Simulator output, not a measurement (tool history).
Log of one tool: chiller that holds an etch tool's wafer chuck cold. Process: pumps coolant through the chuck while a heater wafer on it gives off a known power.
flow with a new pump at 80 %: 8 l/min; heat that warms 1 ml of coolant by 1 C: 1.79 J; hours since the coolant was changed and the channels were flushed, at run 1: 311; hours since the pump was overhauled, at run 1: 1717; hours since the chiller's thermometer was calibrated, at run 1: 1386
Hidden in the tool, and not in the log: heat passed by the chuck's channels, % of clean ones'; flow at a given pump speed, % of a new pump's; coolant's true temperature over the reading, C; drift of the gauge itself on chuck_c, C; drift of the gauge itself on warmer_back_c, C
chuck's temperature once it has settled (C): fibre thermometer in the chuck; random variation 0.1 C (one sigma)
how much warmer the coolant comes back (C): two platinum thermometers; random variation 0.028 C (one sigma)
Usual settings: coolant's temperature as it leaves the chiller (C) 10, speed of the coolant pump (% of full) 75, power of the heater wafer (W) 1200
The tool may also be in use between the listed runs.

| run | day | coolant's temperature as it leaves the chiller (C) | speed of the coolant pump (% of full) | power of the heater wafer (W) | hours since the coolant was changed and the channels were flushed | hours since the pump was overhauled | hours since the chiller's thermometer was calibrated | chuck's temperature once it has settled (C) | how much warmer the coolant comes back (C) |
|---|---|---|---|---|---|---|---|---|---|
| 1 | 0 | 10 | 75 | 1200 | 311 | 1717 | 1386 | 19.3 | 5.38 |
| 2 | 1.288 | 10 | 75 | 1200 | 342 | 1748 | 1417 | 19.1 | 5.38 |
| 3 | 2.604 | 10 | 75 | 1265 | 374 | 1779 | 1449 | 19.7 | 5.68 |
| 4 | 3.708 | 10 | 75 | 1265 | 400 | 1806 | 1475 | 19.9 | 5.64 |
| 5 | 4.446 | 10 | 75 | 1265 | 418 | 1824 | 1493 | 19.9 | 5.67 |
| 6 | 5.583 | 10 | 75 | 1260 | 446 | 1851 | 1520 | 19.7 | 5.62 |
| 7 | 6.867 | 10 | 95 | 1200 | 476 | 1882 | 1551 | 17.4 | 4.14 |
| 8 | 7.575 | 10 | 95 | 1200 | 493 | 1899 | 1568 | 17.5 | 4.09 |
| 9 | 8.304 | 10 | 95 | 1086 | 511 | 1916 | 1585 | 16.6 | 3.67 |
| 10 | 9.038 | 10 | 99 | 1086 | 528 | 1934 | 1603 | 16.4 | 3.5 |
| 11 | 10.354 | 10 | 99 | 1086 | 560 | 1965 | 1634 | 16.3 | 3.48 |
| 12 | 11.633 | 10 | 99 | 1086 | 591 | 1996 | 1665 | 16.3 | 3.48 |
| 13 | 13.208 | 20 | 99 | 1086 | 628 | 2034 | 1703 | 26.3 | 3.52 |
| 14 | 14.45 | 10 | 75 | 1200 | 658 | 2064 | 1733 | 19.3 | 5.22 |
| 15 | 15.467 | 10 | 75 | 1200 | 683 | 2088 | 1757 | 19.2 | 5.25 |
| 16 | 16.858 | 10 | 75 | 1200 | 716 | 2122 | 1791 | 19.2 | 5.23 |
| 17 | 17.604 | 10 | 75 | 1200 | 734 | 2139 | 1809 | 19.3 | 5.19 |
| 18 | 18.525 | 10 | 75 | 1200 | 756 | 2162 | 1831 | 19.1 | 5.23 |
| 19 | 19.417 | 10 | 75 | 1200 | 778 | 2183 | 1852 | 19.2 | 5.24 |
| 20 | 20.196 | 10 | 75 | 1200 | 796 | 2202 | 1871 | 19.3 | 5.2 |
| 21 | 21.175 | 5 | 87 | 706 | 820 | 2225 | 1894 | 9.9 | 2.5 |
| 22 | 22.596 | 5 | 81 | 1200 | 854 | 2259 | 1928 | 13.6 | 4.81 |
| 23 | 24.175 | 2 | 76 | 639 | 892 | 2297 | 1966 | 6.9 | 2.57 |
| 24 | 24.929 | 15 | 76 | 639 | 910 | 2315 | 1984 | 20 | 2.57 |
| 25 | 26.075 | 3 | 79 | 1200 | 937 | 2343 | 2012 | 11.9 | 4.82 |
| 26 | 27.467 | 3 | 79 | 1510 | 971 | 2376 | 2045 | 14.1 | 6.12 |
| 27 | 28.492 | 11 | 99 | 1406 | 995 | 2401 | 2070 | 19.4 | 4.42 |
| 28 | 29.546 | 0 | 76 | 686 | 1021 | 2426 | 2095 | 5.3 | 2.74 |
| 29 | 30.783 | 0 | 76 | 686 | 1050 | 2456 | 2125 | 5.1 | 2.76 |
| 30 | 32.504 | 7 | 83 | 855 | 1092 | 2497 | 2166 | 12.9 | 3.18 |
| 31 | 33.517 | 7 | 83 | 855 | 1116 | 2521 | 2190 | 13.1 | 3.15 |
| 32 | 35.192 | 18 | 100 | 1056 | 1156 | 2562 | 2231 | 24.2 | 3.1 |
| 33 | 36.562 | 9 | 75 | 980 | 1189 | 2594 | 2264 | 16.7 | 4.03 |

3 ways to go on from here, each from the tool as it stands after run 33. What would each give?
| A | 37.65 | 17 | 75 | 906 | 1215 | 2621 | 2290 | ? | ? |
| B | 37.65 | 9 | 94 | 980 | 1215 | 2621 | 2290 | ? | ? |
| C | 37.65 | 2 | 75 | 1292 | 1215 | 2621 | 2290 | ? | ? |

| run | chuck's temperature once it has settled (C) | how much warmer the coolant comes back (C) |
|---|---|---|
| A | 23.9 | 3.74 |
| B | 15.1 | 3.1 |
| C | 12 | 5.43 |
Without the tool's hidden state the same runs would have given:
| run | chuck's temperature once it has settled (C) | how much warmer the coolant comes back (C) |
|---|---|---|
| A | 23.9 | 4.11 |
| B | 15.1 | 3.48 |
| C | 12 | 5.8 |
